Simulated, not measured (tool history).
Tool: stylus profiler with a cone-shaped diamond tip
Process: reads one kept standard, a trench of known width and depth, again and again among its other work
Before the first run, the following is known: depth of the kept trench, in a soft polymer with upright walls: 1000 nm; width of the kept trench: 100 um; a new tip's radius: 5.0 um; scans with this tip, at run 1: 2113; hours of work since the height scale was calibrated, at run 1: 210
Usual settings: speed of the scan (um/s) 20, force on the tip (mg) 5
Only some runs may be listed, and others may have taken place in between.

run	hour	speed of the scan (um/s)	force on the tip (mg)	scans with this tip	hours of work since the height scale was calibrated	depth of the trench (Å)	width of the trench's floor (nm)
1	0	20	5	2113	210	10178.7	93400
2	14.9	20	5	2223	221	10179.4	93490
3	37.3	20	13.09	2388	238	10338	93410
4	69.5	20	13.09	2624	261	10338.7	93350
5	94.6	20	13.09	2809	280	10341.9	93330
6	117.8	20	6.81	2979	297	10219.5	93220
7	146.9	20	6.81	3193	318	10214	93190
8	173.8	20	6.81	3391	338	10217.2	93210
9	194.3	20	6.81	3541	353	10220.1	93120
10	226.7	20	13.63	3779	376	10347.4	93120
11	248.6	29	4.5	3940	392	10155.2	92990
12	263.1	18	2.73	4047	403	10107.1	92940
13	293.7	51	2.73	4272	425	10107.6	92750
14	309.8	9	5.77	4390	437	10187.2	92950

Run by run, hidden condition taken away, random variation retained:
Unlogged tool condition in this case: radius of the tip, um; height scale over the true one, %; drift of the gauge itself on depth_nm, %; drift of the gauge itself on floor_um, %.
run	depth of the trench (Å)	width of the trench's floor (nm)
1	10184.4	93860
2	10185.5	93970
3	10345.1	93940
4	10346.8	93930
5	10350.8	93970
6	10229.1	93900
7	10224.4	93910
8	10228.6	93970
9	10232.2	93920
10	10360.7	93980
11	10168.9	93890
12	10121.3	93870
13	10122.8	93730
14	10203.1	93960
